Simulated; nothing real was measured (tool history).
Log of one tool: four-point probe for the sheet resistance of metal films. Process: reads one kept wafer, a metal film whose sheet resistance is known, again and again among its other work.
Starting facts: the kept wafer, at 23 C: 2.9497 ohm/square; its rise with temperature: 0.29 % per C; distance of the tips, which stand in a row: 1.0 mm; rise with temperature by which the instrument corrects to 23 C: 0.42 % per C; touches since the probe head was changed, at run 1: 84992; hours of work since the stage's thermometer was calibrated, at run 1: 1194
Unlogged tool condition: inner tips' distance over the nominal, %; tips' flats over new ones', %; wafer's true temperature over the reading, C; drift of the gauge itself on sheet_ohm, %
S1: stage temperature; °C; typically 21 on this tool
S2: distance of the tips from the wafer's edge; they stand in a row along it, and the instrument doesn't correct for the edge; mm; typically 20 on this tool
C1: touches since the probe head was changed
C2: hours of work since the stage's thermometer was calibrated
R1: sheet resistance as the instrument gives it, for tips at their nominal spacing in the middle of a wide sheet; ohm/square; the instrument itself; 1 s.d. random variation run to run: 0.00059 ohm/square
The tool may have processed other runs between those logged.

| run | hour | S1 | S2 | C1 | C2 | R1 |
|---|---|---|---|---|---|---|
| 1 | 0 | 21 | 20 | 84992 | 1194 | 3.012579 |
| 2 | 55.1 | 21 | 20 | 86626 | 1232 | 3.015284 |
| 3 | 94 | 21 | 20 | 87781 | 1259 | 3.015254 |
| 4 | 167.3 | 32 | 20 | 89953 | 1309 | 2.973868 |
| 5 | 257 | 32 | 20 | 92613 | 1371 | 2.97614 |
|  | 303.2 | new probe head fitted |
| 6 | 303.2 | 32 | 6 | 0 | 1402 | 2.950228 |
| 7 | 340.6 | 32 | 6 | 1107 | 1428 | 2.950647 |
| 8 | 424.2 | 20 | 20 | 3588 | 1485 | 2.957273 |
|  | 430.9 | stage's thermometer calibrated |
| 9 | 477.3 | 21 | 20 | 5147 | 32 | 2.950161 |
| 10 | 563.7 | 21 | 20 | 7710 | 91 | 2.950934 |
| 11 | 619.8 | 21 | 20 | 9375 | 130 | 2.952245 |
| 12 | 659.9 | 21 | 20 | 10564 | 157 | 2.952413 |
| 13 | 740.9 | 21 | 20 | 12966 | 213 | 2.954541 |
| 14 | 783.5 | 21 | 20 | 14229 | 242 | 2.954176 |
| 15 | 826.4 | 21 | 20 | 15500 | 272 | 2.955857 |
| 16 | 879.3 | 21 | 43 | 17068 | 308 | 2.953212 |
| 17 | 922.5 | 21 | 43 | 18349 | 338 | 2.954445 |
| 18 | 1011.4 | 34 | 20 | 20987 | 399 | 2.911185 |
| 19 | 1054.9 | 34 | 20 | 22277 | 429 | 2.912245 |
| 20 | 1100.4 | 34 | 20 | 23627 | 460 | 2.912283 |
| 21 | 1173.4 | 34 | 20 | 25792 | 511 | 2.913308 |
| 22 | 1222.7 | 34 | 20 | 27252 | 544 | 2.915191 |
| 23 | 1274.5 | 21 | 20 | 28789 | 580 | 2.962349 |
| 24 | 1360.2 | 21 | 20 | 31331 | 639 | 2.96516 |
| 25 | 1398 | 21 | 20 | 32453 | 665 | 2.965434 |
| 26 | 1464.9 | 23 | 16 | 34435 | 711 | 2.960264 |
| 27 | 1534.5 | 22 | 44 | 36499 | 759 | 2.961273 |
| 28 | 1624.8 | 21 | 9 | 39178 | 821 | 2.983905 |
| 29 | 1712.2 | 24 | 64 | 41768 | 881 | 2.954321 |
| 30 | 1777.9 | 32 | 31 | 43718 | 926 | 2.928002 |
| 31 | 1849.5 | 29 | 5 | 45842 | 976 | 3.000853 |
| 32 | 1916.6 | 21 | 10 | 47831 | 1022 | 2.986102 |
| 33 | 1971.7 | 31 | 4 | 49465 | 1060 | 3.029684 |
| 34 | 2041.1 | 34 | 5 | 51523 | 1107 | 2.984293 |
| 35 | 2111.3 | 21 | 69 | 53604 | 1156 | 2.972077 |
| 36 | 2166.5 | 25 | 4 | 55241 | 1193 | 3.055614 |
| 37 | 2227.5 | 25 | 20 | 57051 | 1235 | 2.96426 |
| 38 | 2290.8 | 20 | 20 | 58929 | 1279 | 2.983568 |
| 39 | 2348.6 | 26 | 60 | 60643 | 1319 | 2.958449 |
| 40 | 2414.2 | 26 | 60 | 62587 | 1364 | 2.958469 |
| 41 | 2459.3 | 22 | 60 | 63926 | 1395 | 2.974859 |
| 42 | 2512.7 | 22 | 5 | 65508 | 1432 | 3.038476 |
| 43 | 2557.9 | 22 | 5 | 66848 | 1463 | 3.039696 |
|  | 2600.3 | stage's thermometer calibrated |
| 44 | 2611.1 | 21 | 46 | 68410 | 7 | 2.975585 |
| 45 | 2682.1 | 24 | 46 | 70517 | 56 | 2.966626 |

What if the next run were any one of these 3? Each begins from the tool's condition after run 45:
| A | 2743.9 | 21 | 25 | 72350 | 99 | ? |
| B | 2743.9 | 31 | 13 | 72350 | 99 | ? |
| C | 2743.9 | 25 | 3 | 72350 | 99 | ? |

| run | R1 |
|---|---|
| A | 2.980692 |
| B | 2.950047 |
| C | 3.12868 |
Take away the tool's hidden state, keep each run's random variation, and the runs would have read:
| run | R1 |
|---|---|
| A | 2.960348 |
| B | 2.929921 |
| C | 3.107425 |
